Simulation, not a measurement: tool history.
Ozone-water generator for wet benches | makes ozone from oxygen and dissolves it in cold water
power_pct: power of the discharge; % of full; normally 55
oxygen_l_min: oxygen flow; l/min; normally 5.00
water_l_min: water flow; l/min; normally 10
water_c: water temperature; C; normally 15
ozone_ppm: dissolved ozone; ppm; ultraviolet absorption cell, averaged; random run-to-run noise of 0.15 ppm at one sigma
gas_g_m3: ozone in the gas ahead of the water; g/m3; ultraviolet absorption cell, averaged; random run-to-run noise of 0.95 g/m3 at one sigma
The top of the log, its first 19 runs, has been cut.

run,hour,power_pct,oxygen_l_min,water_l_min,water_c,ozone_ppm,gas_g_m3
20,2141.2,51,8.63,9,15,20.2,131.5
21,2272.7,61,8.63,9,10,24.9,146.2
22,2344.2,61,8.63,9,10,25.2,146.0
23,2500.7,48,6.11,8,11,23.7,143.2
24,2644.8,76,6.11,13,9,20.6,183.3
25,2724.5,76,6.11,13,9,20.4,184.3
26,2839.4,59,2.66,10,11,18.7,208.2
27,2932.4,59,2.66,8,13,22.8,208.1
28,3024.9,48,5.28,10,7,20.7,150.9
29,3119.3,48,6.63,13,7,17.1,140.3
30,3238.2,87,5.15,10,15,24.3,206.9
# hour 3281.9: contactor cleaned
31,3341.1,51,4.94,9,9,22.7,159.0
32,3481.0,50,4.94,9,15,20.1,157.0
33,3580.4,47,5.00,8,15,21.2,151.7
34,3719.1,55,8.81,14,14,15.4,139.5

Below are 3 alternative next runs, each starting from the tool's condition after run 34. Predict each:
A,3876.2,55,5.32,14,17,?,?
B,3876.2,63,7.50,10,9,?,?
C,3876.2,55,8.81,11,21,?,?

run,ozone_ppm,gas_g_m3
A,14.0,162.3
B,23.6,157.2
C,15.9,138.8
Take away the tool's hidden state, keep each run's random variation, and the runs would have read:
run,ozone_ppm,gas_g_m3
A,14.0,158.5
B,23.7,153.6
C,15.9,135.6
